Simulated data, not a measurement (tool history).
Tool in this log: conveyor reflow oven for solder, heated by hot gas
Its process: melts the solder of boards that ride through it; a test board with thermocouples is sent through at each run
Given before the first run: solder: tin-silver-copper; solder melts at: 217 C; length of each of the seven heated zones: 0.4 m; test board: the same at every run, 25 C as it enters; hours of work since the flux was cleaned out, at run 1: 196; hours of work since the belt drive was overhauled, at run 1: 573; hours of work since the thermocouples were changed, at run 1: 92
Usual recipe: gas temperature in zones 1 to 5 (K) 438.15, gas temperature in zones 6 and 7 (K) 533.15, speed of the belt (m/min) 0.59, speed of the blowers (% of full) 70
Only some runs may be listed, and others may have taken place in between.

run	hour	gas temperature in zones 1 to 5 (K)	gas temperature in zones 6 and 7 (K)	speed of the belt (m/min)	speed of the blowers (% of full)	hours of work since the flux was cleaned out	hours of work since the belt drive was overhauled	hours of work since the thermocouples were changed	highest temperature of the board (K)	time above the solder's melting point (s)
1	0	438.15	533.15	0.59	70	196	573	92	515.25	48.9
2	17.1	438.15	533.15	0.59	70	207	583	103	515.35	48.5
3	36.9	438.15	533.15	0.59	70	219	596	115	515.15	48.8
4	53.8	438.15	533.15	0.59	70	230	607	126	515.25	48.4
5	79.4	438.15	541.15	0.59	70	246	623	142	521.95	54.8
6	101.8	438.15	533.15	0.59	70	260	637	156	514.95	48.3
7	127.8	438.15	533.15	0.59	70	277	653	172	515.15	48.7
8	145.7	438.15	533.15	0.59	70	288	664	184	515.05	48.4
# hour 157.2: flux residue cleaned out of gas plates and filters
9	181.4	438.15	533.15	0.59	61	15	683	203	513.85	46.8
10	203.3	427.15	533.15	0.59	70	29	697	217	514.25	44
11	221.7	427.15	533.15	0.59	81	40	709	228	516.85	47.3
12	247.2	427.15	533.15	0.59	81	57	725	244	516.75	48.1
13	266.3	427.15	533.15	0.59	81	68	737	256	516.95	47.9
14	286.3	425.15	544.15	0.59	72	81	749	269	523.75	52.8
15	305.6	425.15	544.15	0.59	72	93	761	281	523.55	52.5
16	328.9	438.15	543.15	0.59	70	108	776	296	524.45	57.4
17	343.8	447.15	543.15	0.573	61	117	785	305	525.15	62.6
18	360.8	438.15	533.15	0.59	59	128	796	316	513.15	45.2
19	392.5	438.15	533.15	0.59	59	148	816	335	512.85	45.7
20	414.5	438.15	533.15	0.59	59	162	830	349	512.85	45.4
21	444.5	438.15	533.15	0.59	59	180	849	368	512.95	44.9
22	472.9	431.15	533.15	0.689	61	198	866	386	505.55	27.5
23	496.6	431.15	533.15	0.689	61	213	881	401	505.55	26.8
24	510.4	433.15	533.15	0.59	70	222	890	409	514.95	46.9

Below, some changes in highest temperature of the board (K) between adjacent runs. For each, the amount present without the hidden state too (settings, incoming material, random variation) and the amount remaining for the hidden state with gauge scatter not shared by both compared results:
What the log doesn't record here: heat that the gas passes to the board, % of a clean oven's; belt's true speed, % of the reading; true gas temperature in zones 6 and 7 over the reading, C; drift of the gauge itself on peak_c, C; drift of the gauge itself on liquid_s, %.
Run 8 -> 9: speed of the blowers (% of full) 70 -> 61, flux residue cleaned out of gas plates and filters. highest temperature of the board (K) -1.2: hidden state +1.3, all else -2.5.
Run 17 -> 18: gas temperature in zones 1 to 5 (K) 447.15 -> 438.15, gas temperature in zones 6 and 7 (K) 543.15 -> 533.15, speed of the belt (m/min) 0.573 -> 0.59, speed of the blowers (% of full) 61 -> 59. highest temperature of the board (K) -12: hidden state +0, all else -12.
Run 21 -> 22: gas temperature in zones 1 to 5 (K) 438.15 -> 431.15, speed of the belt (m/min) 0.59 -> 0.689, speed of the blowers (% of full) 59 -> 61. highest temperature of the board (K) -7.4: hidden state -0.2, all else -7.2.
Run 23 -> 24: gas temperature in zones 1 to 5 (K) 431.15 -> 433.15, speed of the belt (m/min) 0.689 -> 0.59, speed of the blowers (% of full) 61 -> 70. highest temperature of the board (K) +9.4: hidden state +0.1, all else +9.3.
